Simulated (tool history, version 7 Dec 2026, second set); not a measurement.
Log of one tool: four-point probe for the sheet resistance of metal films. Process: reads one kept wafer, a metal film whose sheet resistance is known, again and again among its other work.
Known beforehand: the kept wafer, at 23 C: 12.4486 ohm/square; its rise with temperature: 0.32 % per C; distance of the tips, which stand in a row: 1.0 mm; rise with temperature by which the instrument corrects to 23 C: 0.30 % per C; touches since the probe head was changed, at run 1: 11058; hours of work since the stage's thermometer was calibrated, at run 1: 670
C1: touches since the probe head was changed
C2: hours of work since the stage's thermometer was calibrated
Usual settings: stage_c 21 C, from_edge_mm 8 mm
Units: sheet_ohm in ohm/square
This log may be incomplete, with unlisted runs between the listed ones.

run 1 day=0.000 | stage_c=21 from_edge_mm=8 | C1=11058 C2=670 | sheet_ohm=12.462233
run 2 day=1.117 | stage_c=21 from_edge_mm=8 | C1=12012 C2=688 | sheet_ohm=12.462517
run 3 day=3.508 | stage_c=21 from_edge_mm=8 | C1=14052 C2=727 | sheet_ohm=12.459548
run 4 day=5.017 | stage_c=21 from_edge_mm=8 | C1=15338 C2=751 | sheet_ohm=12.458048
run 5 day=6.650 | stage_c=21 from_edge_mm=8 | C1=16734 C2=777 | sheet_ohm=12.455220
run 6 day=7.671 | stage_c=21 from_edge_mm=8 | C1=17602 C2=794 | sheet_ohm=12.452883
run 7 day=10.050 | stage_c=21 from_edge_mm=8 | C1=19633 C2=832 | sheet_ohm=12.451402
run 8 day=11.117 | stage_c=21 from_edge_mm=8 | C1=20544 C2=850 | sheet_ohm=12.456178
run 9 day=12.942 | stage_c=21 from_edge_mm=8 | C1=22102 C2=879 | sheet_ohm=12.451596
run 10 day=14.996 | stage_c=21 from_edge_mm=8 | C1=23854 C2=912 | sheet_ohm=12.449462
run 11 day=16.383 | stage_c=22 from_edge_mm=8 | C1=25036 C2=935 | sheet_ohm=12.448329
run 12 day=18.062 | stage_c=22 from_edge_mm=8 | C1=26469 C2=962 | sheet_ohm=12.448497
run 13 day=20.062 | stage_c=22 from_edge_mm=8 | C1=28178 C2=994 | sheet_ohm=12.446193
run 14 day=21.575 | stage_c=21 from_edge_mm=8 | C1=29469 C2=1019 | sheet_ohm=12.442187
run 15 day=22.904 | stage_c=21 from_edge_mm=8 | C1=30600 C2=1040 | sheet_ohm=12.441492
run 16 day=24.546 | stage_c=21 from_edge_mm=8 | C1=32002 C2=1067 | sheet_ohm=12.445901
run 17 day=25.912 | stage_c=21 from_edge_mm=8 | C1=33169 C2=1089 | sheet_ohm=12.438791
run 18 day=27.554 | stage_c=21 from_edge_mm=8 | C1=34569 C2=1115 | sheet_ohm=12.438549
run 19 day=29.171 | stage_c=21 from_edge_mm=7 | C1=35948 C2=1141 | sheet_ohm=12.474425
run 20 day=31.325 | stage_c=21 from_edge_mm=7 | C1=37788 C2=1176 | sheet_ohm=12.466442
run 21 day=33.004 | stage_c=21 from_edge_mm=7 | C1=39221 C2=1203 | sheet_ohm=12.464317
run 22 day=34.300 | stage_c=20 from_edge_mm=8 | C1=40324 C2=1224 | sheet_ohm=12.428066
run 23 day=36.133 | stage_c=24 from_edge_mm=13 | C1=41891 C2=1254 | sheet_ohm=12.371383
run 24 day=37.575 | stage_c=21 from_edge_mm=17 | C1=43121 C2=1277 | sheet_ohm=12.347425
run 25 day=39.812 | stage_c=21 from_edge_mm=17 | C1=45030 C2=1313 | sheet_ohm=12.349812
run 26 day=40.871 | stage_c=23 from_edge_mm=15 | C1=45931 C2=1330 | sheet_ohm=12.359449
run 27 day=41.896 | stage_c=23 from_edge_mm=15 | C1=46806 C2=1347 | sheet_ohm=12.354157
run 28 day=43.125 | stage_c=30 from_edge_mm=34 | C1=47857 C2=1367 | sheet_ohm=12.344067
run 29 day=44.717 | stage_c=30 from_edge_mm=6 | C1=49216 C2=1393 | sheet_ohm=12.515992
run 30 day=47.046 | stage_c=23 from_edge_mm=12 | C1=51200 C2=1430 | sheet_ohm=12.370546
run 31 day=48.621 | stage_c=27 from_edge_mm=6 | C1=52545 C2=1456 | sheet_ohm=12.505787
run 32 day=50.883 | stage_c=27 from_edge_mm=6 | C1=54477 C2=1492 | sheet_ohm=12.512812
run 33 day=52.296 | stage_c=22 from_edge_mm=10 | C1=55682 C2=1515 | sheet_ohm=12.381564
run 34 day=54.408 | stage_c=21 from_edge_mm=12 | C1=57483 C2=1549 | sheet_ohm=12.357824
run 35 day=55.479 | stage_c=25 from_edge_mm=5 | C1=58396 C2=1566 | sheet_ohm=12.576315
run 36 day=56.942 | stage_c=25 from_edge_mm=5 | C1=59646 C2=1590 | sheet_ohm=12.576288
run 37 day=58.375 | stage_c=30 from_edge_mm=23 | C1=60867 C2=1613 | sheet_ohm=12.339207
run 38 day=59.558 | stage_c=20 from_edge_mm=68 | C1=61880 C2=1632 | sheet_ohm=12.310307
run 39 day=61.396 | stage_c=20 from_edge_mm=68 | C1=63447 C2=1662 | sheet_ohm=12.307079
run 40 day=62.596 | stage_c=20 from_edge_mm=68 | C1=64471 C2=1681 | sheet_ohm=12.303025
run 41 day=64.592 | stage_c=23 from_edge_mm=34 | C1=66173 C2=1714 | sheet_ohm=12.310903
run 42 day=66.271 | stage_c=22 from_edge_mm=8 | C1=67605 C2=1741 | sheet_ohm=12.407472
run 43 day=67.379 | stage_c=22 from_edge_mm=8 | C1=68553 C2=1759 | sheet_ohm=12.406781
run 44 day=69.392 | stage_c=19 from_edge_mm=28 | C1=70268 C2=1791 | sheet_ohm=12.303644

The same runs without the tool's hidden state, with the same run-to-run variation:
The hidden state here: inner tips' distance over the nominal, %; tips' flats over new ones', %; wafer's true temperature over the reading, C; drift of the gauge itself on sheet_ohm, %.
run=1 sheet_ohm=12.548777
run=2 sheet_ohm=12.550066
run=3 sheet_ohm=12.549200
run=4 sheet_ohm=12.549020
run=5 sheet_ohm=12.547632
run=6 sheet_ohm=12.546240
run=7 sheet_ohm=12.546741
run=8 sheet_ohm=12.552449
run=9 sheet_ohm=12.549350
run=10 sheet_ohm=12.548924
run=11 sheet_ohm=12.548990
run=12 sheet_ohm=12.550623
run=13 sheet_ohm=12.550134
run=14 sheet_ohm=12.547527
run=15 sheet_ohm=12.547960
run=16 sheet_ohm=12.553766
run=17 sheet_ohm=12.547878
run=18 sheet_ohm=12.549079
run=19 sheet_ohm=12.586606
run=20 sheet_ohm=12.580408
run=21 sheet_ohm=12.579878
run=22 sheet_ohm=12.544597
run=23 sheet_ohm=12.488823
run=24 sheet_ohm=12.466017
run=25 sheet_ohm=12.470406
run=26 sheet_ohm=12.480927
run=27 sheet_ohm=12.476511
run=28 sheet_ohm=12.467014
run=29 sheet_ohm=12.641933
run=30 sheet_ohm=12.497473
run=31 sheet_ohm=12.635153
run=32 sheet_ohm=12.644187
run=33 sheet_ohm=12.513154
run=34 sheet_ohm=12.491021
run=35 sheet_ohm=12.712324
run=36 sheet_ohm=12.713585
run=37 sheet_ohm=12.474978
run=38 sheet_ohm=12.447399
run=39 sheet_ohm=12.445864
run=40 sheet_ohm=12.442729
run=41 sheet_ohm=12.452102
run=42 sheet_ohm=12.551276
run=43 sheet_ohm=12.551474
run=44 sheet_ohm=12.449108
